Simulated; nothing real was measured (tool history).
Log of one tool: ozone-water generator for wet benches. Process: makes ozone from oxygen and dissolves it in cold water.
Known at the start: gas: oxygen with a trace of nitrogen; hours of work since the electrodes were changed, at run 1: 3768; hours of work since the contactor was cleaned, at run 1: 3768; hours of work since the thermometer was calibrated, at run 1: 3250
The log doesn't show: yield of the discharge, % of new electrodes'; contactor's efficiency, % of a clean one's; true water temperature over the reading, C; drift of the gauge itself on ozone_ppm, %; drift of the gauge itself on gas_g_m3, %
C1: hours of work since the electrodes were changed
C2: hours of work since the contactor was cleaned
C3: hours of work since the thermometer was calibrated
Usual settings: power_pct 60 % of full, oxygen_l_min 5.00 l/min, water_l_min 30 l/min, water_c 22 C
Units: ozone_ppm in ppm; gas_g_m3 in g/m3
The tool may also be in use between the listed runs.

run 1 day=0.000 | power_pct=60 oxygen_l_min=5.00 water_l_min=30 water_c=22 | C1=3768 C2=3768 C3=3250 | ozone_ppm=13.5 gas_g_m3=169.2
run 2 day=4.288 | power_pct=60 oxygen_l_min=5.00 water_l_min=30 water_c=22 | C1=3867 C2=3867 C3=3350 | ozone_ppm=13.8 gas_g_m3=167.9
run 3 day=10.400 | power_pct=60 oxygen_l_min=5.00 water_l_min=30 water_c=22 | C1=4009 C2=4009 C3=3492 | ozone_ppm=13.7 gas_g_m3=167.8
run 4 day=16.592 | power_pct=60 oxygen_l_min=5.00 water_l_min=30 water_c=22 | C1=4153 C2=4153 C3=3636 | ozone_ppm=13.1 gas_g_m3=167.7
run 5 day=21.138 | power_pct=60 oxygen_l_min=5.00 water_l_min=30 water_c=22 | C1=4259 C2=4259 C3=3742 | ozone_ppm=13.3 gas_g_m3=167.7
run 6 day=26.754 | power_pct=60 oxygen_l_min=5.00 water_l_min=30 water_c=22 | C1=4389 C2=4389 C3=3872 | ozone_ppm=13.4 gas_g_m3=169.4
run 7 day=33.112 | power_pct=60 oxygen_l_min=5.00 water_l_min=30 water_c=22 | C1=4537 C2=4537 C3=4020 | ozone_ppm=13.0 gas_g_m3=169.1
-- day=39.729 water thermometer calibrated
run 8 day=40.142 | power_pct=60 oxygen_l_min=5.00 water_l_min=30 water_c=22 | C1=4700 C2=4700 C3=10 | ozone_ppm=13.1 gas_g_m3=166.1
run 9 day=46.988 | power_pct=60 oxygen_l_min=7.41 water_l_min=30 water_c=22 | C1=4859 C2=4859 C3=169 | ozone_ppm=13.0 gas_g_m3=129.3
run 10 day=52.083 | power_pct=60 oxygen_l_min=5.00 water_l_min=30 water_c=22 | C1=4978 C2=4978 C3=287 | ozone_ppm=13.1 gas_g_m3=168.4
run 11 day=57.783 | power_pct=60 oxygen_l_min=5.96 water_l_min=30 water_c=22 | C1=5110 C2=5110 C3=420 | ozone_ppm=13.1 gas_g_m3=148.8
run 12 day=62.242 | power_pct=60 oxygen_l_min=5.96 water_l_min=30 water_c=22 | C1=5214 C2=5214 C3=523 | ozone_ppm=12.9 gas_g_m3=147.9
run 13 day=69.562 | power_pct=60 oxygen_l_min=5.96 water_l_min=30 water_c=22 | C1=5384 C2=5384 C3=693 | ozone_ppm=13.0 gas_g_m3=149.3
run 14 day=75.596 | power_pct=60 oxygen_l_min=5.96 water_l_min=30 water_c=22 | C1=5524 C2=5524 C3=833 | ozone_ppm=13.0 gas_g_m3=147.9
run 15 day=80.533 | power_pct=51 oxygen_l_min=3.71 water_l_min=40 water_c=20 | C1=5639 C2=5639 C3=948 | ozone_ppm=9.1 gas_g_m3=180.7
run 16 day=85.771 | power_pct=75 oxygen_l_min=8.09 water_l_min=40 water_c=20 | C1=5760 C2=5760 C3=1070 | ozone_ppm=11.6 gas_g_m3=140.1
run 17 day=92.021 | power_pct=75 oxygen_l_min=8.09 water_l_min=40 water_c=20 | C1=5906 C2=5906 C3=1215 | ozone_ppm=11.5 gas_g_m3=136.8
run 18 day=96.283 | power_pct=60 oxygen_l_min=5.00 water_l_min=30 water_c=25 | C1=6005 C2=6005 C3=1314 | ozone_ppm=12.7 gas_g_m3=164.1
run 19 day=101.133 | power_pct=64 oxygen_l_min=5.00 water_l_min=30 water_c=25 | C1=6117 C2=6117 C3=1427 | ozone_ppm=12.8 gas_g_m3=169.0
-- day=103.917 contactor cleaned
run 20 day=105.167 | power_pct=71 oxygen_l_min=5.00 water_l_min=30 water_c=21 | C1=6207 C2=29 C3=1517 | ozone_ppm=15.0 gas_g_m3=178.5
run 21 day=111.004 | power_pct=71 oxygen_l_min=5.00 water_l_min=23 water_c=24 | C1=6343 C2=165 C3=1652 | ozone_ppm=17.7 gas_g_m3=180.4
run 22 day=116.717 | power_pct=71 oxygen_l_min=5.00 water_l_min=23 water_c=24 | C1=6476 C2=297 C3=1785 | ozone_ppm=17.8 gas_g_m3=178.9
run 23 day=123.642 | power_pct=71 oxygen_l_min=5.00 water_l_min=23 water_c=24 | C1=6636 C2=458 C3=1946 | ozone_ppm=17.6 gas_g_m3=177.9
run 24 day=128.588 | power_pct=60 oxygen_l_min=5.00 water_l_min=24 water_c=17 | C1=6751 C2=573 C3=2061 | ozone_ppm=16.9 gas_g_m3=162.0
run 25 day=133.025 | power_pct=60 oxygen_l_min=5.00 water_l_min=24 water_c=17 | C1=6854 C2=676 C3=2164 | ozone_ppm=16.9 gas_g_m3=162.7
run 26 day=138.917 | power_pct=47 oxygen_l_min=8.98 water_l_min=39 water_c=23 | C1=6991 C2=813 C3=2301 | ozone_ppm=8.8 gas_g_m3=96.4
run 27 day=143.888 | power_pct=60 oxygen_l_min=3.87 water_l_min=30 water_c=22 | C1=7107 C2=929 C3=2416 | ozone_ppm=12.7 gas_g_m3=190.2

5 ways to go on from here, each from the tool as it stands after run 27. What would each give?
run A day=149.100 | power_pct=60 oxygen_l_min=3.87 water_l_min=30 water_c=26 | C1=7228 C2=1050 C3=2538 | ozone_ppm=? gas_g_m3=?
run B day=149.100 | power_pct=55 oxygen_l_min=3.87 water_l_min=30 water_c=17 | C1=7228 C2=1050 C3=2538 | ozone_ppm=? gas_g_m3=?
run C day=149.100 | power_pct=60 oxygen_l_min=3.95 water_l_min=30 water_c=27 | C1=7228 C2=1050 C3=2538 | ozone_ppm=? gas_g_m3=?
run D day=149.100 | power_pct=61 oxygen_l_min=3.79 water_l_min=44 water_c=22 | C1=7228 C2=1050 C3=2538 | ozone_ppm=? gas_g_m3=?
run E day=149.100 | power_pct=58 oxygen_l_min=5.00 water_l_min=30 water_c=22 | C1=7228 C2=1050 C3=2538 | ozone_ppm=? gas_g_m3=?

run=A ozone_ppm=12.6 gas_g_m3=187.9
run=B ozone_ppm=12.8 gas_g_m3=179.1
run=C ozone_ppm=12.6 gas_g_m3=186.3
run=D ozone_ppm=9.0 gas_g_m3=194.4
run=E ozone_ppm=12.6 gas_g_m3=156.2
Without the tool's hidden state the same runs would have given:
run=A ozone_ppm=14.3 gas_g_m3=210.1
run=B ozone_ppm=14.5 gas_g_m3=199.0
run=C ozone_ppm=14.2 gas_g_m3=208.2
run=D ozone_ppm=10.2 gas_g_m3=217.5
run=E ozone_ppm=14.3 gas_g_m3=174.2

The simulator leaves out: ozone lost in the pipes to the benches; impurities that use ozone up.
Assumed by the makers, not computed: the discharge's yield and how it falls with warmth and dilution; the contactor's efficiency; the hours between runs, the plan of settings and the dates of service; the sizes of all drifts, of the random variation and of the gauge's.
